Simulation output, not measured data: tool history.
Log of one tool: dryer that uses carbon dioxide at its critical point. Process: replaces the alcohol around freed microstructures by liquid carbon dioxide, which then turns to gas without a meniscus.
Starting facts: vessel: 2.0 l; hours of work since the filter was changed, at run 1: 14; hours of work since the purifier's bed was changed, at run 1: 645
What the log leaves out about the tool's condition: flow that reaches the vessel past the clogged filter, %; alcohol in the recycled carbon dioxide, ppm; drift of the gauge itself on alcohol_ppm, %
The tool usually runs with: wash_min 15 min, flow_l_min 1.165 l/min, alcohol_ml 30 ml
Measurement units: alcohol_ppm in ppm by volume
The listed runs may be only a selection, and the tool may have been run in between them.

| run | day | wash_min | flow_l_min | alcohol_ml | hours of work since the filter was changed | hours of work since the purifier's bed was changed | alcohol_ppm |
|---|---|---|---|---|---|---|---|
| 1 | 0 | 15 | 1.165 | 30 | 14 | 645 | 159 |
| 2 | 0.604 | 15 | 1.165 | 30 | 23 | 653 | 155 |
| 3 | 1.271 | 15 | 1.165 | 30 | 32 | 663 | 161 |
| 4 | 2.15 | 15 | 1.165 | 30 | 44 | 675 | 160 |
| 5 | 2.933 | 15 | 1.165 | 30 | 55 | 686 | 175 |
| 6 | 3.567 | 15 | 1.165 | 30 | 64 | 695 | 160 |
| 7 | 4.488 | 15 | 1.165 | 30 | 76 | 707 | 180 |
| 8 | 5.454 | 15 | 1.165 | 30 | 90 | 721 | 177 |
| 9 | 6.692 | 15 | 1.165 | 30 | 107 | 738 | 184 |
| 10 | 7.208 | 15 | 1.165 | 30 | 114 | 745 | 186 |
| 11 | 8.288 | 15 | 1.165 | 30 | 129 | 760 | 196 |
| 12 | 9.442 | 12 | 1.165 | 30 | 145 | 776 | 217 |
| 13 | 10.5 | 12 | 1.165 | 30 | 160 | 791 | 225 |
| 14 | 11.104 | 12 | 1.165 | 30 | 168 | 799 | 225 |
| 15 | 11.929 | 12 | 1.165 | 30 | 180 | 811 | 220 |
| 16 | 12.492 | 12 | 1.165 | 67 | 188 | 819 | 266 |
| 17 | 13.388 | 12 | 1.165 | 67 | 200 | 831 | 292 |
|  | 13.938 | inlet filter changed |
| 18 | 14.279 | 12 | 1.165 | 67 | 5 | 843 | 244 |
| 19 | 15.258 | 12 | 0.98 | 67 | 18 | 856 | 323 |
|  | 15.833 | purifier's bed changed |
| 20 | 16.612 | 20 | 1.92 | 63 | 35 | 11 | 21 |
| 21 | 17.392 | 10 | 0.95 | 63 | 46 | 22 | 382 |
| 22 | 18.592 | 11 | 0.95 | 39 | 63 | 38 | 177 |
| 23 | 19.825 | 11 | 0.95 | 39 | 80 | 55 | 181 |
| 24 | 20.9 | 12 | 1.57 | 30 | 95 | 70 | 18 |
| 25 | 21.9 | 15 | 1.64 | 69 | 109 | 84 | 29 |
| 26 | 22.425 | 15 | 1.64 | 69 | 116 | 92 | 32 |
| 27 | 23.2 | 18 | 1.165 | 30 | 127 | 102 | 32 |
| 28 | 23.975 | 15 | 1.165 | 30 | 138 | 113 | 33 |
| 29 | 25.221 | 15 | 1.165 | 30 | 155 | 130 | 40 |
| 30 | 25.75 | 15 | 1.165 | 30 | 162 | 138 | 52 |
| 31 | 26.471 | 15 | 1.47 | 30 | 172 | 148 | 42 |
| 32 | 27.408 | 17 | 0.77 | 30 | 185 | 161 | 102 |
| 33 | 28.388 | 12 | 0.77 | 30 | 199 | 174 | 353 |
|  | 29.038 | inlet filter changed |
| 34 | 29.138 | 12 | 0.77 | 30 | 1 | 184 | 231 |
| 35 | 29.996 | 23 | 1.32 | 26 | 13 | 196 | 48 |
| 36 | 31.25 | 9 | 1.32 | 27 | 31 | 214 | 91 |
| 37 | 31.896 | 9 | 1.32 | 27 | 40 | 222 | 120 |

How would selected steps in alcohol_ppm from run to run divide? Give the signed amount a tool lacking its hidden state would still show from settings, what came in and random variation, and the signed amount left for the hidden state, including any gauge scatter that is not in both of the compared results.
Run 19 -> 20: wash_min 12 -> 20, flow_l_min 0.98 -> 1.92, alcohol_ml 67 -> 63, purifier's bed changed. alcohol_ppm -302 ppm by volume: hidden state -201, all else -101.
Run 20 -> 21: wash_min 20 -> 10, flow_l_min 1.92 -> 0.95. alcohol_ppm +361 ppm by volume: hidden state +46, all else +315.
Run 32 -> 33: wash_min 17 -> 12. alcohol_ppm +251 ppm by volume: hidden state +102, all else +149.
Run 33 -> 34: inlet filter changed. alcohol_ppm -122 ppm by volume: hidden state -121, all else -1.

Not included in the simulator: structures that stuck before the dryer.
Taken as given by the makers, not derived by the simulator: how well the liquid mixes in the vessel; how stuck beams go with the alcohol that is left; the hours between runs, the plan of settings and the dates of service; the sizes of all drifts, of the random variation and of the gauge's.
